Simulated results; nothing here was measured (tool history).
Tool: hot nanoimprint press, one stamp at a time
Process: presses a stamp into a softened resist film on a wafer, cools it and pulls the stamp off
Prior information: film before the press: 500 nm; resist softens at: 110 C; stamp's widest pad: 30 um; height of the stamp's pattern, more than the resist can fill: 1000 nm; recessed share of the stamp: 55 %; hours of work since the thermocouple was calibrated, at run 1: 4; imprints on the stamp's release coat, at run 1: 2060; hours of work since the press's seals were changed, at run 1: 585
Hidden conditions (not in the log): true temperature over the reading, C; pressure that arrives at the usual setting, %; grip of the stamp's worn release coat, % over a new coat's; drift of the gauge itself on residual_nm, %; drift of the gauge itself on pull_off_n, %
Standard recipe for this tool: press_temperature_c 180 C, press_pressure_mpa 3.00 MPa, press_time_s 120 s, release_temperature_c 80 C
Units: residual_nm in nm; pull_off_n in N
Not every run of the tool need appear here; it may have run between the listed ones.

run	hour	press_temperature_c	press_pressure_mpa	press_time_s	release_temperature_c	hours of work since the thermocouple was calibrated	imprints on the stamp's release coat	hours of work since the press's seals were changed	residual_nm	pull_off_n
1	0.0	180	3.00	120	80	4	2060	585	226.0	225
# hour 24.1: stamp cleaned and given a new release coat
2	45.4	180	3.00	120	80	28	103	609	227.4	229
3	80.7	180	3.00	120	80	50	275	631	226.0	232
4	133.4	180	3.00	120	80	82	531	663	227.9	231
5	179.2	180	3.00	120	80	110	754	692	226.2	214
6	226.6	180	3.00	120	80	139	985	721	225.5	235
7	253.9	180	3.00	120	80	156	1118	738	224.7	229
8	284.9	180	3.00	120	80	175	1269	757	222.8	229
9	315.3	180	3.00	120	80	194	1417	775	222.9	230
10	352.6	180	3.00	120	80	217	1598	798	221.6	236
11	390.0	180	3.00	120	80	240	1780	821	222.7	233
12	416.6	180	2.90	120	80	256	1909	838	227.4	235
13	445.1	180	2.90	120	80	274	2048	855	224.7	236
# hour 470.5: stamp cleaned and given a new release coat
14	492.7	180	3.00	120	80	299	109	881	222.5	227
15	522.1	180	3.00	120	80	318	252	899	223.2	226
# hour 554.5: plate thermocouple calibrated
16	556.8	180	3.00	120	80	1	406	918	223.0	228

Forecast run 17:
17	588.0	180	2.88	73	83	21	558	938	?	?

residual_nm: 269.3 nm
pull_off_n: 223 N
On a tool with no hidden condition, and with the same random variation, this run would have come out at residual_nm 276.0 nm, pull_off_n 222 N.
